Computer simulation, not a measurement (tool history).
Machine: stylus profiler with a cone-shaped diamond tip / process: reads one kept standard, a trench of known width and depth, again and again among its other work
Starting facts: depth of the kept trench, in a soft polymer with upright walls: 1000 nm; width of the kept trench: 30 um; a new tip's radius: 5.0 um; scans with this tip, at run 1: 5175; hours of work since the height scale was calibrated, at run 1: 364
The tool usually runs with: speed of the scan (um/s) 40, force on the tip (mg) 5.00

run	day	speed of the scan (um/s)	force on the tip (mg)	scans with this tip	hours of work since the height scale was calibrated	depth of the trench (Å)	width of the trench's floor (µm)
1	0.000	40	5.00	5175	364	10145.6	22.79
2	1.229	40	3.23	5504	387	10103.4	22.66
3	1.771	40	3.23	5649	398	10104.2	22.63
4	2.946	40	5.00	5963	420	10145.8	22.64
5	3.592	38	5.00	6137	432	10143.9	22.58
6	4.704	40	5.00	6435	453	10141.2	22.51
7	5.475	40	5.00	6640	467	10143.2	22.52
8	6.046	40	2.44	6794	478	10081.2	22.38
9	7.108	40	2.44	7078	498	10076.9	22.37
10	8.233	40	3.42	7379	519	10106.2	22.34
11	9.304	40	3.42	7666	539	10106.9	22.27
12	10.279	40	3.42	7927	558	10106.2	22.21
13	11.388	40	4.60	8224	579	10135.3	22.20
14	12.204	30	4.90	8443	594	10136.9	22.24
15	13.362	30	4.90	8752	616	10136.5	22.18
16	14.504	12	4.94	9059	637	10140.1	22.20
17	15.100	52	8.91	9218	649	10206.4	22.11
18	16.100	52	8.91	9486	668	10206.7	22.05
19	16.650	95	13.34	9633	678	10278.3	21.90
20	17.829	121	1.90	9949	700	10059.6	21.39
21	18.604	122	3.59	10156	715	10105.0	21.55
22	19.225	11	1.90	10323	726	10061.4	21.93
23	20.333	19	1.91	10619	747	10062.4	21.86
24	21.475	59	5.84	10925	769	10148.0	21.73
25	22.658	59	5.84	11242	791	10151.4	21.67

Each run again, without the hidden state but with its own random variation kept:
Unlogged tool condition in this case: radius of the tip, um; height scale over the true one, %; drift of the gauge itself on depth_nm, %; drift of the gauge itself on floor_um, %.
run	depth of the trench (Å)	width of the trench's floor (µm)
1	10157.5	23.90
2	10115.9	23.83
3	10116.9	23.83
4	10159.1	23.89
5	10157.5	23.86
6	10155.3	23.85
7	10157.6	23.89
8	10095.9	23.77
9	10092.1	23.81
10	10122.1	23.83
11	10123.2	23.81
12	10122.9	23.78
13	10152.6	23.82
14	10154.7	23.90
15	10154.9	23.89
16	10158.9	23.96
17	10225.7	23.90
18	10226.5	23.88
19	10298.6	23.76
20	10079.9	23.30
21	10125.8	23.49
22	10082.4	23.90
23	10084.0	23.88
24	10170.4	23.80
25	10174.3	23.78
